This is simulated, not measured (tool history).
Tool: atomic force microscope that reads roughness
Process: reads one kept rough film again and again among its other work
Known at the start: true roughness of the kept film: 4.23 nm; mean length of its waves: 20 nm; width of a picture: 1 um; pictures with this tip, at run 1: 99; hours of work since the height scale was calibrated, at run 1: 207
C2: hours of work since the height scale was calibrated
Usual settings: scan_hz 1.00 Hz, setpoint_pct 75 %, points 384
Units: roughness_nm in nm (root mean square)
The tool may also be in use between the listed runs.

{"run": 1, "hour": 0.0, "scan_hz": 1.0, "setpoint_pct": 75, "points": 384, "pictures with this tip": 99, "C2": 207, "roughness_nm": 2.29}
{"run": 2, "hour": 22.4, "scan_hz": 1.0, "setpoint_pct": 75, "points": 384, "pictures with this tip": 136, "C2": 220, "roughness_nm": 2.168}
{"run": 3, "hour": 44.1, "scan_hz": 1.0, "setpoint_pct": 75, "points": 384, "pictures with this tip": 173, "C2": 232, "roughness_nm": 2.097}
{"run": 4, "hour": 67.8, "scan_hz": 0.65, "setpoint_pct": 75, "points": 384, "pictures with this tip": 212, "C2": 246, "roughness_nm": 2.046}
{"run": 5, "hour": 83.7, "scan_hz": 0.65, "setpoint_pct": 75, "points": 384, "pictures with this tip": 239, "C2": 255, "roughness_nm": 1.997}
{"hour": 87.1, "done": "new tip fitted"}
{"run": 6, "hour": 99.6, "scan_hz": 1.0, "setpoint_pct": 75, "points": 384, "pictures with this tip": 21, "C2": 264, "roughness_nm": 2.59}
{"run": 7, "hour": 115.6, "scan_hz": 1.0, "setpoint_pct": 75, "points": 384, "pictures with this tip": 47, "C2": 274, "roughness_nm": 2.492}
{"run": 8, "hour": 142.2, "scan_hz": 1.0, "setpoint_pct": 75, "points": 384, "pictures with this tip": 92, "C2": 289, "roughness_nm": 2.33}
{"run": 9, "hour": 162.7, "scan_hz": 1.0, "setpoint_pct": 75, "points": 384, "pictures with this tip": 126, "C2": 301, "roughness_nm": 2.236}
{"run": 10, "hour": 185.6, "scan_hz": 1.0, "setpoint_pct": 75, "points": 384, "pictures with this tip": 164, "C2": 314, "roughness_nm": 2.115}
{"run": 11, "hour": 207.6, "scan_hz": 1.0, "setpoint_pct": 75, "points": 877, "pictures with this tip": 201, "C2": 327, "roughness_nm": 2.065}
{"hour": 232.5, "done": "new tip fitted"}
{"run": 12, "hour": 239.7, "scan_hz": 1.0, "setpoint_pct": 75, "points": 905, "pictures with this tip": 12, "C2": 346, "roughness_nm": 2.661}
{"run": 13, "hour": 254.3, "scan_hz": 2.04, "setpoint_pct": 75, "points": 384, "pictures with this tip": 37, "C2": 354, "roughness_nm": 2.339}
{"run": 14, "hour": 281.6, "scan_hz": 2.04, "setpoint_pct": 75, "points": 384, "pictures with this tip": 82, "C2": 370, "roughness_nm": 2.202}
{"run": 15, "hour": 296.6, "scan_hz": 2.04, "setpoint_pct": 75, "points": 384, "pictures with this tip": 107, "C2": 379, "roughness_nm": 2.117}
{"run": 16, "hour": 319.1, "scan_hz": 2.04, "setpoint_pct": 75, "points": 384, "pictures with this tip": 145, "C2": 392, "roughness_nm": 2.024}
{"run": 17, "hour": 349.8, "scan_hz": 2.04, "setpoint_pct": 75, "points": 384, "pictures with this tip": 196, "C2": 410, "roughness_nm": 1.909}
{"run": 18, "hour": 371.7, "scan_hz": 2.04, "setpoint_pct": 75, "points": 384, "pictures with this tip": 233, "C2": 423, "roughness_nm": 1.825}
{"hour": 378.6, "done": "new tip fitted"}
{"run": 19, "hour": 386.8, "scan_hz": 2.04, "setpoint_pct": 76, "points": 384, "pictures with this tip": 13, "C2": 431, "roughness_nm": 2.38}
{"run": 20, "hour": 408.1, "scan_hz": 2.04, "setpoint_pct": 75, "points": 384, "pictures with this tip": 49, "C2": 443, "roughness_nm": 2.287}
{"run": 21, "hour": 425.3, "scan_hz": 2.33, "setpoint_pct": 69, "points": 384, "pictures with this tip": 78, "C2": 453, "roughness_nm": 2.259}
{"run": 22, "hour": 440.0, "scan_hz": 2.33, "setpoint_pct": 69, "points": 384, "pictures with this tip": 102, "C2": 462, "roughness_nm": 2.175}

Forecast run 23:
{"run": 23, "hour": 457.0, "scan_hz": 0.52, "setpoint_pct": 69, "points": 353, "pictures with this tip": 131, "C2": 472, "roughness_nm": "?"}

{"run 23": {"roughness_nm": 2.316}}
Without the tool's hidden state the same run would have given roughness_nm 2.833 nm (root mean square).
